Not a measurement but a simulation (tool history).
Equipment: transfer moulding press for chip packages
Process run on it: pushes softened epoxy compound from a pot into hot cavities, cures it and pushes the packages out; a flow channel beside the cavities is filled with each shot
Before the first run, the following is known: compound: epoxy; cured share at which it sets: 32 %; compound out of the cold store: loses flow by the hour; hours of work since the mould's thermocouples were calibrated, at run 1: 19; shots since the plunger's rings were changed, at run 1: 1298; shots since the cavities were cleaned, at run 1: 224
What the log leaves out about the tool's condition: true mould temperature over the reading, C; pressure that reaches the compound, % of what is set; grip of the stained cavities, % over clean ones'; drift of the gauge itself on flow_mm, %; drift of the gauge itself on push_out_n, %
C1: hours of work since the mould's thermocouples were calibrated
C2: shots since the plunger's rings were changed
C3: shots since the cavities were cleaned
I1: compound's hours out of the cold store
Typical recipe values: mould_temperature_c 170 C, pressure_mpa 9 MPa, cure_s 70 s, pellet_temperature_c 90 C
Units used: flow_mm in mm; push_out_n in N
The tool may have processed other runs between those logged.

run 1 hour=0 | mould_temperature_c=170 pressure_mpa=9 cure_s=70 pellet_temperature_c=90 | C1=19 C2=1298 C3=224 | I1=18.7 | flow_mm=673 push_out_n=427
run 2 hour=8.2 | mould_temperature_c=170 pressure_mpa=9 cure_s=70 pellet_temperature_c=90 | C1=24 C2=1415 C3=341 | I1=46.3 | flow_mm=552 push_out_n=441
run 3 hour=14.3 | mould_temperature_c=170 pressure_mpa=9 cure_s=70 pellet_temperature_c=93 | C1=28 C2=1502 C3=428 | I1=15.6 | flow_mm=687 push_out_n=440
-- hour=21.2 cavities cleaned with cleaning compound and waxed
run 4 hour=21.5 | mould_temperature_c=170 pressure_mpa=9 cure_s=70 pellet_temperature_c=93 | C1=31 C2=1584 C3=5 | I1=32.7 | flow_mm=606 push_out_n=440
run 5 hour=27.9 | mould_temperature_c=170 pressure_mpa=9 cure_s=70 pellet_temperature_c=81 | C1=35 C2=1674 C3=95 | I1=10.9 | flow_mm=710 push_out_n=442
run 6 hour=37.2 | mould_temperature_c=170 pressure_mpa=9 cure_s=70 pellet_temperature_c=90 | C1=41 C2=1807 C3=228 | I1=16.7 | flow_mm=671 push_out_n=449
run 7 hour=44 | mould_temperature_c=170 pressure_mpa=9 cure_s=70 pellet_temperature_c=90 | C1=46 C2=1904 C3=325 | I1=40.5 | flow_mm=580 push_out_n=427
run 8 hour=53 | mould_temperature_c=170 pressure_mpa=9 cure_s=70 pellet_temperature_c=90 | C1=52 C2=2032 C3=453 | I1=35.3 | flow_mm=591 push_out_n=437
-- hour=58.1 cavities cleaned with cleaning compound and waxed
run 9 hour=61.8 | mould_temperature_c=170 pressure_mpa=9 cure_s=73 pellet_temperature_c=90 | C1=56 C2=2136 C3=52 | I1=44.1 | flow_mm=552 push_out_n=423
run 10 hour=71.3 | mould_temperature_c=170 pressure_mpa=9 cure_s=70 pellet_temperature_c=90 | C1=62 C2=2272 C3=188 | I1=29.2 | flow_mm=616 push_out_n=435
run 11 hour=80.3 | mould_temperature_c=170 pressure_mpa=9 cure_s=70 pellet_temperature_c=90 | C1=68 C2=2400 C3=316 | I1=36.8 | flow_mm=593 push_out_n=436
run 12 hour=84.6 | mould_temperature_c=170 pressure_mpa=9 cure_s=70 pellet_temperature_c=90 | C1=71 C2=2461 C3=377 | I1=27 | flow_mm=631 push_out_n=447
run 13 hour=92.7 | mould_temperature_c=170 pressure_mpa=9 cure_s=70 pellet_temperature_c=90 | C1=76 C2=2576 C3=492 | I1=20.2 | flow_mm=651 push_out_n=446
-- hour=95.6 cavities cleaned with cleaning compound and waxed
run 14 hour=104.1 | mould_temperature_c=170 pressure_mpa=9 cure_s=70 pellet_temperature_c=97 | C1=82 C2=2718 C3=122 | I1=16.7 | flow_mm=683 push_out_n=442
run 15 hour=110.3 | mould_temperature_c=170 pressure_mpa=9 cure_s=70 pellet_temperature_c=97 | C1=86 C2=2806 C3=210 | I1=32.3 | flow_mm=608 push_out_n=422
run 16 hour=114.9 | mould_temperature_c=170 pressure_mpa=9 cure_s=70 pellet_temperature_c=97 | C1=89 C2=2871 C3=275 | I1=26.4 | flow_mm=636 push_out_n=424
run 17 hour=124.3 | mould_temperature_c=170 pressure_mpa=9 cure_s=70 pellet_temperature_c=97 | C1=95 C2=3006 C3=410 | I1=19.9 | flow_mm=659 push_out_n=446
run 18 hour=129.2 | mould_temperature_c=166 pressure_mpa=8.91 cure_s=61 pellet_temperature_c=90 | C1=98 C2=3074 C3=478 | I1=32.2 | flow_mm=609 push_out_n=572
-- hour=133.1 cavities cleaned with cleaning compound and waxed
run 19 hour=135.8 | mould_temperature_c=166 pressure_mpa=8.91 cure_s=61 pellet_temperature_c=90 | C1=102 C2=3147 C3=38 | I1=41.7 | flow_mm=577 push_out_n=580
run 20 hour=141.4 | mould_temperature_c=170 pressure_mpa=10.22 cure_s=70 pellet_temperature_c=90 | C1=105 C2=3228 C3=119 | I1=44.5 | flow_mm=591 push_out_n=432
run 21 hour=146.3 | mould_temperature_c=170 pressure_mpa=10.22 cure_s=70 pellet_temperature_c=90 | C1=108 C2=3297 C3=188 | I1=17.5 | flow_mm=713 push_out_n=453
run 22 hour=154.2 | mould_temperature_c=170 pressure_mpa=10.22 cure_s=70 pellet_temperature_c=90 | C1=113 C2=3410 C3=301 | I1=46.5 | flow_mm=579 push_out_n=443
run 23 hour=162.4 | mould_temperature_c=170 pressure_mpa=10.58 cure_s=90 pellet_temperature_c=90 | C1=119 C2=3526 C3=417 | I1=11.7 | flow_mm=756 push_out_n=414
run 24 hour=168.2 | mould_temperature_c=170 pressure_mpa=10.58 cure_s=90 pellet_temperature_c=90 | C1=122 C2=3608 C3=499 | I1=28.6 | flow_mm=660 push_out_n=410
-- hour=170.3 cavities cleaned with cleaning compound and waxed
run 25 hour=174.6 | mould_temperature_c=170 pressure_mpa=10.58 cure_s=90 pellet_temperature_c=90 | C1=125 C2=3678 C3=61 | I1=45.8 | flow_mm=591 push_out_n=396
run 26 hour=183.4 | mould_temperature_c=165 pressure_mpa=7.22 cure_s=91 pellet_temperature_c=93 | C1=131 C2=3804 C3=187 | I1=47.8 | flow_mm=494 push_out_n=416
run 27 hour=189.7 | mould_temperature_c=165 pressure_mpa=7.22 cure_s=91 pellet_temperature_c=93 | C1=135 C2=3894 C3=277 | I1=40.9 | flow_mm=513 push_out_n=414
run 28 hour=197.3 | mould_temperature_c=165 pressure_mpa=7.22 cure_s=91 pellet_temperature_c=93 | C1=140 C2=4002 C3=385 | I1=39.1 | flow_mm=526 push_out_n=419
-- hour=207.4 cavities cleaned with cleaning compound and waxed
run 29 hour=208 | mould_temperature_c=171 pressure_mpa=9.28 cure_s=91 pellet_temperature_c=84 | C1=146 C2=4134 C3=9 | I1=27.8 | flow_mm=623 push_out_n=405

How the hidden state differs across the entries between the runs, from the last listed run before each to the first after it:
In the gap between runs 3 and 4: cavities cleaned with cleaning compound and waxed (hour 21.2)
  grip of the stained cavities, % over clean ones': 0.8 -> 0
In the gap between runs 8 and 9: cavities cleaned with cleaning compound and waxed (hour 58.1)
  grip of the stained cavities, % over clean ones': 0.8 -> 0.1
In the gap between runs 13 and 14: cavities cleaned with cleaning compound and waxed (hour 95.6)
  grip of the stained cavities, % over clean ones': 0.8 -> 0.3
In the gap between runs 18 and 19: cavities cleaned with cleaning compound and waxed (hour 133.1)
  pressure that reaches the compound, % of what is set: 99.89 -> 99.88; grip of the stained cavities, % over clean ones': 0.8 -> 0.1
In the gap between runs 24 and 25: cavities cleaned with cleaning compound and waxed (hour 170.3)
  grip of the stained cavities, % over clean ones': 0.9 -> 0.2
In the gap between runs 28 and 29: cavities cleaned with cleaning compound and waxed (hour 207.4)
  pressure that reaches the compound, % of what is set: 99.86 -> 99.85; grip of the stained cavities, % over clean ones': 0.7 -> 0.1

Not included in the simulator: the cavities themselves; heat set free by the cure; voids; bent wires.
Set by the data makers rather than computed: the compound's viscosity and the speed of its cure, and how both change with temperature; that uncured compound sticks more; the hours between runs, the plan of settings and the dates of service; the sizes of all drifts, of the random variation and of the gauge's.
